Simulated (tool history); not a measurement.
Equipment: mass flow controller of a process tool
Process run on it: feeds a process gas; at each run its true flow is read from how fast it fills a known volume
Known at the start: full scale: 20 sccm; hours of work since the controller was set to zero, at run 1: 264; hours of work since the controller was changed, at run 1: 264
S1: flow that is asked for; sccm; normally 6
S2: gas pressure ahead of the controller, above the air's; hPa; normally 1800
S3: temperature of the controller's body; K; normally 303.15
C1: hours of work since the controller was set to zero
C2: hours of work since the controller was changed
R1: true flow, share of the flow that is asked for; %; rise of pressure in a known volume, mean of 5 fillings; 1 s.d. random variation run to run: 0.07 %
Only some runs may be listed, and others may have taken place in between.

run	hour	S1	S2	S3	C1	C2	R1
1	0	6	1800	303.15	264	264	98.42
2	76.6	6	1800	303.15	314	314	98.49
3	149.4	6	1800	303.15	362	362	98.69
4	268.8	6	2310	303.15	440	440	98.27
5	365.4	6	1800	303.15	504	504	98.76
6	481.4	6	1800	303.15	580	580	98.84
7	598.7	6	1800	303.15	657	657	98.9
8	676.4	6	1800	303.15	708	708	99.01
9	809.2	6	2080	303.15	795	795	99.05
10	932.2	6	2080	303.15	876	876	98.99
11	1083.6	4	2080	303.15	975	975	98.93
12	1221.5	4	2080	303.15	1066	1066	99.08
13	1318.1	6	1800	303.15	1129	1129	99.87
14	1427.9	13	1800	303.15	1201	1201	100.46
15	1583.8	13	1800	303.15	1304	1304	100.59
16	1686	13	1800	303.15	1371	1371	100.76
17	1763.4	13	1800	303.15	1422	1422	100.71
18	1854.3	13	1800	303.15	1481	1481	100.84
19	1952.1	13	1800	303.15	1546	1546	100.97
20	2066.9	13	1800	303.15	1621	1621	100.91
21	2182.3	2	1800	303.15	1697	1697	99.89
22	2327.5	2	1800	303.15	1792	1792	100.27
23	2393.9	2	1800	303.15	1836	1836	100.16
24	2534.4	8	1800	303.15	1928	1928	100.94
# hour 2673.3: gauge calibrated
25	2682.3	9	1800	302.15	2025	2025	98.85
26	2788.5	6	1800	307.15	2095	2095	98.48
27	2899.5	6	1410	300.15	2168	2168	98.98
28	2980.2	2	1470	295.15	2221	2221	98.85
29	3110.4	2	1470	295.15	2306	2306	98.96
30	3254.8	6	1550	303.15	2401	2401	99.18
31	3354	6	1550	303.15	2466	2466	99.11
32	3432.3	4	1550	310.15	2518	2518	98.81
33	3540.2	18	2790	297.15	2589	2589	100.07
34	3627.8	13	2790	312.15	2646	2646	98.86
35	3715.5	3	1530	306.15	2704	2704	99.07
36	3809	11	2260	299.15	2765	2765	99.71
37	3895.9	4	2520	299.15	2822	2822	98.95
38	3998.6	2	1590	303.15	2890	2890	99.29
39	4090.9	3	1590	303.15	2950	2950	99.57
40	4162.7	3	2160	307.15	2997	2997	98.98
# hour 4285.2: gauge calibrated
41	4296.9	10	1870	309.15	3085	3085	98.51
42	4360.5	5	2110	296.15	3127	3127	98.65
43	4498.1	5	2110	296.15	3218	3218	98.53
44	4585.9	7	2110	297.15	3275	3275	98.98
45	4654.1	6	1800	303.15	3320	3320	98.79
46	4723.5	5	1800	297.15	3366	3366	99.05
47	4828.1	5	1800	297.15	3434	3434	99.08
48	4952.8	3	1610	297.15	3516	3516	99.14

Hidden state at the last listed run before each entry between runs and at the first one after, where it differs:
Between runs 24 and 25: gauge calibrated (hour 2673.3)
  true flow over the shown one, %: 0 -> 0.01; drift of the gauge itself on true_pct, %: 2.3 -> 0.01
  measured minus no-state result, R1: +2.26 -> +0 %
Between runs 40 and 41: gauge calibrated (hour 4285.2)
  flow at rest that the sensor doesn't see, % of full scale: -0.004 -> -0.005; drift of the gauge itself on true_pct, %: 1.35 -> 0.01
  measured minus no-state result, R1: +1.29 -> +0.01 %
